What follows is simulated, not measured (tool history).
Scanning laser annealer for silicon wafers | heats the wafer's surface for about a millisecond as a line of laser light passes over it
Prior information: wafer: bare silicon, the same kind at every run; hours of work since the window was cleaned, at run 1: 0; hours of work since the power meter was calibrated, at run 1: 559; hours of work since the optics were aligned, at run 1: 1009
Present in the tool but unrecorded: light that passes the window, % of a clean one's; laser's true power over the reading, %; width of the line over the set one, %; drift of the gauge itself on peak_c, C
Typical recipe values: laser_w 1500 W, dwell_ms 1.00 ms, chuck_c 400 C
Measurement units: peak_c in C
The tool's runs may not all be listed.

run,day,laser_w,dwell_ms,chuck_c,hours of work since the window was cleaned,hours of work since the power meter was calibrated,hours of work since the optics were aligned,peak_c
1,0.000,1500,1.00,400,0,559,1009,1240
2,1.088,1500,1.24,400,20,579,1028,1328
3,2.221,1500,1.00,400,40,599,1049,1233
4,3.412,1500,1.00,400,62,621,1070,1235
5,4.142,1500,1.00,400,75,634,1084,1237
6,4.912,1500,1.00,389,89,648,1098,1228
7,5.929,1500,1.00,389,107,666,1116,1227
# day 6.121: laser's power meter calibrated
8,6.842,1416,1.00,400,122,13,1130,1191
# day 8.208: laser's power meter calibrated, once more
9,8.267,1358,1.22,400,145,1,1154,1234
10,8.908,1500,1.00,436,157,13,1165,1271
11,9.854,1577,0.99,436,174,30,1182,1303

Some steps in peak_c, run to run, broken into two amounts with sign: the step expected even without the hidden condition (settings, incoming material, random variation), and the rest, left for the hidden condition together with whatever gauge scatter is not in both the measured and the hidden-condition-free result:
Run 1 -> 2: dwell_ms 1.00 -> 1.24. peak_c +88 C: hidden state -2, all else +90.
Run 2 -> 3: dwell_ms 1.24 -> 1.00. peak_c -95 C: hidden state +0, all else -95.

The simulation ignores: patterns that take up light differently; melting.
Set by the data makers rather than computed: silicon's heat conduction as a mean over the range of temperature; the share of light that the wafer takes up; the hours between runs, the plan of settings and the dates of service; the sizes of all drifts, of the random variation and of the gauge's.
